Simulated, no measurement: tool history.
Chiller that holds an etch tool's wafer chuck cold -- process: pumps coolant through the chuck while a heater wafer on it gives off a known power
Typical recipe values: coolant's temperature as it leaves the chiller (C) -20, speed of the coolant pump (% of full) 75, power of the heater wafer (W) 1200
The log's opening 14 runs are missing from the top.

run,hour,coolant's temperature as it leaves the chiller (C),speed of the coolant pump (% of full),power of the heater wafer (W),chuck's temperature once it has settled (C),how much warmer the coolant comes back (C)
15,804.6,-20,75,1200,-9.4,5.93
16,863.9,-10,75,1013,-1.1,5.07
17,939.1,-11,75,948,-2.8,4.72
18,1010.3,-10,75,1152,0.1,5.72
19,1081.0,-10,75,1152,0.1,5.78
20,1130.8,-10,75,1152,0.1,5.78
21,1169.5,-10,75,1152,0.1,5.77
22,1215.3,-10,75,1152,0.1,5.80
23,1281.4,-26,88,1570,-13.6,6.64
24,1320.4,-25,88,1200,-15.7,5.02
25,1360.6,-27,63,1316,-13.6,8.06
26,1423.6,-27,63,1316,-13.4,8.08
27,1483.7,-28,61,1299,-14.4,8.22
28,1557.4,-28,61,1299,-14.3,8.26
29,1637.7,-28,61,1299,-14.3,8.25
30,1679.7,-28,61,1189,-15.3,7.60

3 options for the next run, each taken on its own from the tool as it stands now. Forecast them:
A,1729.7,-20,93,1200,?,?
B,1729.7,-22,61,1189,?,?
C,1729.7,-12,61,1189,?,?

run,chuck's temperature once it has settled (C),how much warmer the coolant comes back (C)
A,-11.1,4.79
B,-9.4,7.55
C,0.6,7.59
Without the tool's unlogged condition, the same runs would have read:
run,chuck's temperature once it has settled (C),how much warmer the coolant comes back (C)
A,-11.7,4.44
B,-10.3,6.99
C,-0.3,7.03

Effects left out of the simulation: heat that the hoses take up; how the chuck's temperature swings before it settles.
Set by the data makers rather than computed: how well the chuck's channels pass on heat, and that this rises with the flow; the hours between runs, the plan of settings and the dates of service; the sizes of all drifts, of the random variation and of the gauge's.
